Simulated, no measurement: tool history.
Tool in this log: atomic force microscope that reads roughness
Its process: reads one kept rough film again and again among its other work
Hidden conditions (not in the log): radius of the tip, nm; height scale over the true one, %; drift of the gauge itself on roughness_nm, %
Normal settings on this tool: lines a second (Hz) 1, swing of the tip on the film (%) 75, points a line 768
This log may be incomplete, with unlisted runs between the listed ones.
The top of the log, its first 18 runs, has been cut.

run,day,lines a second (Hz),swing of the tip on the film (%),points a line,pictures with this tip,hours of work since the height scale was calibrated,roughness of the kept film (nm (root mean square))
19,24.262,0.54,86,768,114,396,2.972
20,25.1,0.54,83,279,139,406,2.963
21,26.458,0.63,84,768,179,421,2.94
22,27.779,0.63,77,461,219,435,2.949
23,28.946,0.63,77,461,254,448,2.941
# day 29.554: new tip fitted
24,29.721,1.88,75,747,5,456,2.91
25,31.05,1.88,75,747,45,471,2.887
26,32.162,1.12,61,768,78,483,3.04
# day 32.362: height scale calibrated on a step standard
27,33.638,1,72,461,121,14,2.987
28,34.833,1,78,768,157,27,2.93
29,36.208,1,63,450,198,42,2.997
30,37.833,2.24,61,450,246,60,2.909
# day 38.758: new tip fitted
31,39.296,0.56,85,372,16,76,3.008
32,40.592,1.91,85,372,55,91,2.732
33,41.625,0.81,85,372,86,102,2.929
34,42.754,1,71,768,120,115,2.983
# day 43.367: height scale calibrated on a step standard, once more
35,44.554,1.88,60,290,172,13,2.972
36,46.012,1,64,996,216,29,2.987
37,46.846,0.72,82,1001,241,38,2.908

Here are 5 independent what-if runs from the current tool condition. What would each one return?
# day 47.996: new tip fitted
A,48.433,0.72,82,329,13,56,?
# day 47.996: new tip fitted
B,48.433,0.99,75,685,13,56,?
# day 47.996: new tip fitted
C,48.433,3.51,86,472,13,56,?
# day 47.996: new tip fitted
D,48.433,1.27,83,337,13,56,?
# day 47.996: new tip fitted
E,48.433,2.22,84,768,13,56,?

run,roughness of the kept film (nm (root mean square))
A,2.993
B,3.02
C,2.491
D,2.883
E,2.733
Had the tool no hidden state, the same runs would have come out as:
run,roughness of the kept film (nm (root mean square))
A,3.004
B,3.03
C,2.5
D,2.893
E,2.743
